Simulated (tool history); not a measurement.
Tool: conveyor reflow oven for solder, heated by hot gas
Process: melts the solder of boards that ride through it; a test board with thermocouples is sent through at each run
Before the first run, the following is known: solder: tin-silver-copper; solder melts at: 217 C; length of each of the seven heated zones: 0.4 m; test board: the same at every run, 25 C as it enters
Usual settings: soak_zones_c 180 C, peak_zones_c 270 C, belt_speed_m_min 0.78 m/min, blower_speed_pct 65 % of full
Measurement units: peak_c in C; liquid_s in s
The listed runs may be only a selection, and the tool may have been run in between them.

run	day	soak_zones_c	peak_zones_c	belt_speed_m_min	blower_speed_pct	peak_c	liquid_s
1	0	180	270	0.78	65	252.4	47.47
2	0.458	180	270	0.78	65	251.8	47.53
3	0.912	180	270	0.78	65	252.3	47.45
4	1.517	180	270	0.78	65	252	47.35
5	1.929	180	270	0.78	65	251.9	47.56
6	2.283	180	270	0.78	65	252.1	47.39
# day 2.504: belt drive overhauled, speed set with a stopwatch
7	2.75	180	270	0.78	65	252.3	47.92
8	3.096	180	270	0.866	58	246.5	38.61
9	3.6	180	270	0.866	58	246.4	38.51
10	4.008	180	270	0.866	58	246.7	38.56
11	4.5	171	270	0.78	65	250.2	43.87
12	4.938	169	264	0.729	69	247.8	45.7
13	5.588	167	264	0.78	77	246.8	41.31

Here are 4 independent what-if runs from the current tool condition. What would each one return?
# day 6.092: belt drive overhauled, speed set with a stopwatch, once more
A	6.354	180	285	0.78	65	?	?
# day 6.092: belt drive overhauled, speed set with a stopwatch, once more
B	6.354	167	275	0.641	87	?	?
# day 6.092: belt drive overhauled, speed set with a stopwatch, once more
C	6.354	180	282	0.78	63	?	?
# day 6.092: belt drive overhauled, speed set with a stopwatch, once more
D	6.354	180	267	0.867	88	?	?

run	peak_c	liquid_s
A	264.1	53.33
B	263.8	62.11
C	261.3	51.9
D	249.9	41.69
Without the tool's hidden state the same runs would have given:
run	peak_c	liquid_s
A	266.1	54.1
B	265.6	62.99
C	263.2	52.75
D	251.9	42.91
